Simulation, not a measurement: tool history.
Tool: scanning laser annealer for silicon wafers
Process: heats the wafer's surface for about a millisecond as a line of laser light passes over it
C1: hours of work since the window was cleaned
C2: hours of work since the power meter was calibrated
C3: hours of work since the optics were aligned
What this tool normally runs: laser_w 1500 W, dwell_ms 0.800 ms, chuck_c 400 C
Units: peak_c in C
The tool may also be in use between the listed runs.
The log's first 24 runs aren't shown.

run 25 hour=280.1 | laser_w=1547 dwell_ms=0.914 chuck_c=379 | C1=60 C2=449 C3=562 | peak_c=1211
run 26 hour=292.9 | laser_w=1547 dwell_ms=0.914 chuck_c=379 | C1=70 C2=459 C3=572 | peak_c=1208
run 27 hour=305.1 | laser_w=1547 dwell_ms=0.914 chuck_c=398 | C1=79 C2=468 C3=581 | peak_c=1220
run 28 hour=319.4 | laser_w=1500 dwell_ms=0.725 chuck_c=426 | C1=90 C2=479 C3=592 | peak_c=1140
run 29 hour=331.1 | laser_w=1414 dwell_ms=0.592 chuck_c=367 | C1=99 C2=487 C3=600 | peak_c=972
run 30 hour=345.3 | laser_w=1604 dwell_ms=0.884 chuck_c=367 | C1=109 C2=498 C3=611 | peak_c=1217
run 31 hour=353.6 | laser_w=1604 dwell_ms=0.884 chuck_c=367 | C1=116 C2=504 C3=617 | peak_c=1217
run 32 hour=361.0 | laser_w=1604 dwell_ms=0.884 chuck_c=367 | C1=121 C2=510 C3=623 | peak_c=1215
run 33 hour=372.8 | laser_w=1489 dwell_ms=0.825 chuck_c=405 | C1=130 C2=519 C3=632 | peak_c=1146
run 34 hour=385.5 | laser_w=1362 dwell_ms=0.800 chuck_c=400 | C1=140 C2=528 C3=641 | peak_c=1048
run 35 hour=399.0 | laser_w=1362 dwell_ms=0.800 chuck_c=400 | C1=150 C2=538 C3=651 | peak_c=1047
run 36 hour=413.8 | laser_w=1500 dwell_ms=0.735 chuck_c=365 | C1=161 C2=550 C3=663 | peak_c=1075
run 37 hour=420.6 | laser_w=1545 dwell_ms=0.657 chuck_c=417 | C1=166 C2=555 C3=668 | peak_c=1116
run 38 hour=435.1 | laser_w=1545 dwell_ms=0.657 chuck_c=417 | C1=177 C2=566 C3=679 | peak_c=1116
run 39 hour=442.5 | laser_w=1545 dwell_ms=0.657 chuck_c=417 | C1=182 C2=571 C3=684 | peak_c=1118

Below are 5 alternative next runs, each starting from the tool's condition after run 39. Predict each:
run A hour=458.2 | laser_w=1412 dwell_ms=0.800 chuck_c=400 | C1=194 C2=583 C3=696 | peak_c=?
run B hour=458.2 | laser_w=1500 dwell_ms=0.800 chuck_c=416 | C1=194 C2=583 C3=696 | peak_c=?
run C hour=458.2 | laser_w=1599 dwell_ms=0.793 chuck_c=401 | C1=194 C2=583 C3=696 | peak_c=?
run D hour=458.2 | laser_w=1314 dwell_ms=0.717 chuck_c=420 | C1=194 C2=583 C3=696 | peak_c=?
run E hour=458.2 | laser_w=1566 dwell_ms=0.634 chuck_c=409 | C1=194 C2=583 C3=696 | peak_c=?

run=A peak_c=1078
run=B peak_c=1149
run=C peak_c=1196
run=D peak_c=1004
run=E peak_c=1106
With no hidden state in the tool, these same runs would have given:
run=A peak_c=1111
run=B peak_c=1185
run=C peak_c=1234
run=D peak_c=1032
run=E peak_c=1140
